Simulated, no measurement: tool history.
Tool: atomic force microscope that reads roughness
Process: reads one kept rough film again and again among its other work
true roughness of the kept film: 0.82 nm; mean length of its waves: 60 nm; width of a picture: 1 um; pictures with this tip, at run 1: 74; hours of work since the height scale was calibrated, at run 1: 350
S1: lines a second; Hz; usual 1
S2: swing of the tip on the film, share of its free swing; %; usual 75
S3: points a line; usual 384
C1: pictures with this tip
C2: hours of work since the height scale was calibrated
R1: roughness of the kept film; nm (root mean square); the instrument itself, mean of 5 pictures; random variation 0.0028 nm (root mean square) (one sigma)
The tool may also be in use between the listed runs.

Run 1, hour 0: usual settings; C1 74; C2 350. Result: R1 0.773 nm (root mean square).
At hour 29.5: new tip fitted.
Run 2, hour 47.5: usual settings but S1 0.65 Hz; C1 13; C2 370. Result: R1 0.792 nm (root mean square).
Run 3, hour 75: usual settings but S1 3.59 Hz; C1 34; C2 382. Result: R1 0.704 nm (root mean square).
Run 4, hour 118.3: usual settings; C1 65; C2 401. Result: R1 0.772 nm (root mean square).
At hour 157.1: new tip fitted.
Run 5, hour 157.1: usual settings; C1 0; C2 417. Result: R1 0.773 nm (root mean square).
Run 6, hour 187: usual settings; C1 22; C2 430. Result: R1 0.778 nm (root mean square).
Run 7, hour 242.4: usual settings; C1 62; C2 454. Result: R1 0.767 nm (root mean square).
At hour 286.1: new tip fitted.
Run 8, hour 297.6: usual settings; C1 9; C2 477. Result: R1 0.771 nm (root mean square).
Run 9, hour 336.1: usual settings; C1 37; C2 494. Result: R1 0.766 nm (root mean square).
Run 10, hour 385.1: usual settings; C1 73; C2 515. Result: R1 0.771 nm (root mean square).
At hour 413.2: new tip fitted.
Run 11, hour 447.6: usual settings; C1 26; C2 542. Result: R1 0.771 nm (root mean square).
Run 12, hour 489: usual settings; C1 56; C2 560. Result: R1 0.771 nm (root mean square).
Run 13, hour 536.4: usual settings; C1 91; C2 580. Result: R1 0.765 nm (root mean square).
At hour 540: new tip fitted.
Run 14, hour 588.8: usual settings; C1 36; C2 602. Result: R1 0.763 nm (root mean square).
Run 15, hour 640.5: usual settings; C1 74; C2 625. Result: R1 0.768 nm (root mean square).
At hour 668.7: new tip fitted.
Run 16, hour 675.9: usual settings but S1 1.92 Hz, S2 80 %; C1 5; C2 640. Result: R1 0.726 nm (root mean square).
Run 17, hour 718.9: usual settings but S1 1.01 Hz, S2 84 %, S3 623; C1 37; C2 658. Result: R1 0.749 nm (root mean square).
Run 18, hour 755.8: usual settings but S1 0.57 Hz, S2 87 %; C1 64; C2 674. Result: R1 0.765 nm (root mean square).
Run 19, hour 785.7: usual settings but S1 0.7 Hz, S2 80 %, S3 842; C1 86; C2 687. Result: R1 0.767 nm (root mean square).
At hour 795.2: new tip fitted.
Run 20, hour 843.1: usual settings but S1 0.7 Hz, S2 80 %, S3 842; C1 35; C2 712. Result: R1 0.77 nm (root mean square).
Run 21, hour 892.3: usual settings but S1 2.02 Hz, S2 80 %, S3 329; C1 71; C2 733. Result: R1 0.719 nm (root mean square).
At hour 922: new tip fitted.
Run 22, hour 951.8: usual settings but S1 2.02 Hz, S2 80 %, S3 329; C1 21; C2 758. Result: R1 0.714 nm (root mean square).
Run 23, hour 996.2: usual settings but S1 3.36 Hz, S2 60 %, S3 321; C1 54; C2 777. Result: R1 0.751 nm (root mean square).

Some steps in R1 between neighbouring runs. How much of each would the tool show without its hidden state too (settings, what came in, random variation), and how much is left for the hidden state, with any gauge scatter that isn't in both results?
The hidden state here: radius of the tip, nm; height scale over the true one, %; drift of the gauge itself on roughness_nm, %.
Run 1 -> 2: S1 1 -> 0.65, new tip fitted. R1 +0.019 nm (root mean square): hidden state +0.004, all else +0.015.
Run 2 -> 3: S1 0.65 -> 3.59. R1 -0.088 nm (root mean square): hidden state -0.002, all else -0.086.
Run 3 -> 4: S1 3.59 -> 1. R1 +0.068 nm (root mean square): hidden state -0.003, all else +0.071.
Run 15 -> 16: S1 1 -> 1.92, S2 75 -> 80, new tip fitted. R1 -0.042 nm (root mean square): hidden state +0.005, all else -0.047.

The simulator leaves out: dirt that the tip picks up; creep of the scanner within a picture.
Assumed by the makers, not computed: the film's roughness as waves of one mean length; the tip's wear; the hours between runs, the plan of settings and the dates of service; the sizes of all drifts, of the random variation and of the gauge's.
